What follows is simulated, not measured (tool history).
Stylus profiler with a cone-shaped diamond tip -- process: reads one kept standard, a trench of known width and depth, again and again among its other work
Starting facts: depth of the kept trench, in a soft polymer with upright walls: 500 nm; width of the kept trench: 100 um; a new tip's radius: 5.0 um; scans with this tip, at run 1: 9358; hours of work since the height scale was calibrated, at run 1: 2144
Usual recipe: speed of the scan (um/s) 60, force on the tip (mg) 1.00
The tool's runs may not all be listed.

run,hour,speed of the scan (um/s),force on the tip (mg),scans with this tip,hours of work since the height scale was calibrated,depth of the trench (angstrom),width of the trench's floor (nm)
1,0.0,60,1.00,9358,2144,5027.3,95300
2,59.9,60,1.00,9528,2183,5025.9,95380
3,127.9,60,1.00,9722,2227,5025.1,95390
4,230.6,60,1.00,10014,2294,5025.3,95380
# hour 264.9: height scale calibrated on a step standard
5,292.1,60,1.00,10188,18,5025.5,95400
6,381.5,60,1.00,10442,76,5024.3,95340
7,470.1,60,1.00,10694,134,5025.4,95410
8,579.2,17,2.67,11005,205,5049.8,95610
9,629.8,21,2.45,11149,238,5043.0,95580
10,714.9,228,1.23,11391,293,5029.8,94840

Estimate the outcome of run 11 from the log above:
11,787.7,51,2.54,11598,341,?,?

{"run 11": {"depth of the trench (angstrom)": 5047.2, "width of the trench's floor (nm)": 95540}}
Minus the tool's unlogged condition, the same run would have read depth of the trench (angstrom) 5047.1, width of the trench's floor (nm) 95550.
